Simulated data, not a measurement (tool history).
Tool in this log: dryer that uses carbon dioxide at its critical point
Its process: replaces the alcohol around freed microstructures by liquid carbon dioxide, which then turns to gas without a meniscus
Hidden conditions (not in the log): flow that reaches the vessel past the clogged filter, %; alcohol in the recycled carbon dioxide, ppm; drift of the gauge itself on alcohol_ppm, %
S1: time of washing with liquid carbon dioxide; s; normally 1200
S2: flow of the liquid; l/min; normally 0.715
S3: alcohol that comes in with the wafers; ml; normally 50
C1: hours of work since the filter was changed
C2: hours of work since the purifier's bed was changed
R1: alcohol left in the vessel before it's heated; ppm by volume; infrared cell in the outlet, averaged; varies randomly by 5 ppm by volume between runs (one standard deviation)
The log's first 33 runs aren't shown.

run,hour,S1,S2,S3,C1,C2,R1
34,644.4,1260,0.898,75,474,638,106
35,662.6,720,1.062,61,481,644,215
36,686.5,720,1.062,61,490,653,208
# hour 705.5: inlet filter changed
37,709.0,720,1.062,61,1,661,166
38,724.5,1200,0.813,50,7,666,98
39,738.7,1200,0.731,105,12,671,154
40,766.4,1200,0.631,113,22,681,219
41,784.5,1740,1.174,31,28,688,100
42,801.9,1740,1.174,31,35,694,107
43,817.7,1740,1.174,31,40,700,116

3 ways to go on from here, each from the tool as it stands after run 43. What would each give?
A,846.2,1440,0.715,111,51,710,?
B,846.2,1200,0.509,21,51,710,?
C,846.2,1740,1.174,52,51,710,?

run,R1
A,114
B,186
C,111
With the hidden condition removed and each run's random variation left untouched, the same runs would have given:
run,R1
A,8
B,76
C,5
